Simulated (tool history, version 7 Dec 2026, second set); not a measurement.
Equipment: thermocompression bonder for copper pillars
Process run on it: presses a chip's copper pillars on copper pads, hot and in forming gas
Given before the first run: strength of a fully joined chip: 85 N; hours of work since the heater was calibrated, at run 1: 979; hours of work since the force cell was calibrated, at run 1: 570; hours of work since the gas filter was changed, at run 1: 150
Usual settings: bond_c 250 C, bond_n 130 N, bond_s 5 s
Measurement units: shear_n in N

run	hour	bond_c	bond_n	bond_s	hours of work since the heater was calibrated	hours of work since the force cell was calibrated	hours of work since the gas filter was changed	shear_n
1	0.0	250	130	5	979	570	150	53.2
2	44.5	250	154	5	998	589	169	54.9
3	79.8	250	130	5	1013	604	184	51.7
4	129.1	250	130	5	1035	626	206	52.1
5	178.2	250	130	5	1056	647	227	51.7
# hour 182.9: heater calibrated with a thermocouple chip
6	218.4	250	130	5	15	664	243	50.5
7	240.9	250	130	5	25	673	253	50.9
8	265.1	250	78	5	36	684	264	41.6
9	308.6	250	78	5	54	703	282	41.1
# hour 325.4: forming gas filter changed
10	352.6	255	109	5	73	722	12	51.6
11	395.7	275	96	11	92	740	30	67.8
12	441.6	256	124	11	112	760	50	64.7
# hour 465.1: heater calibrated with a thermocouple chip, once more
13	480.5	228	127	11	7	776	66	58.9
14	516.3	262	125	5	22	792	82	60.3

Here are 4 independent what-if runs from the current tool condition. What would each one return?
A	557.7	227	130	5	40	810	100	?
B	557.7	262	93	5	40	810	100	?
C	557.7	262	125	4	40	810	100	?
D	557.7	264	125	5	40	810	100	?

run	shear_n
A	45.4
B	53.9
C	54.9
D	59.9
Had the tool no hidden state, the same runs would have come out as:
run	shear_n
A	47.7
B	56.4
C	57.5
D	62.6
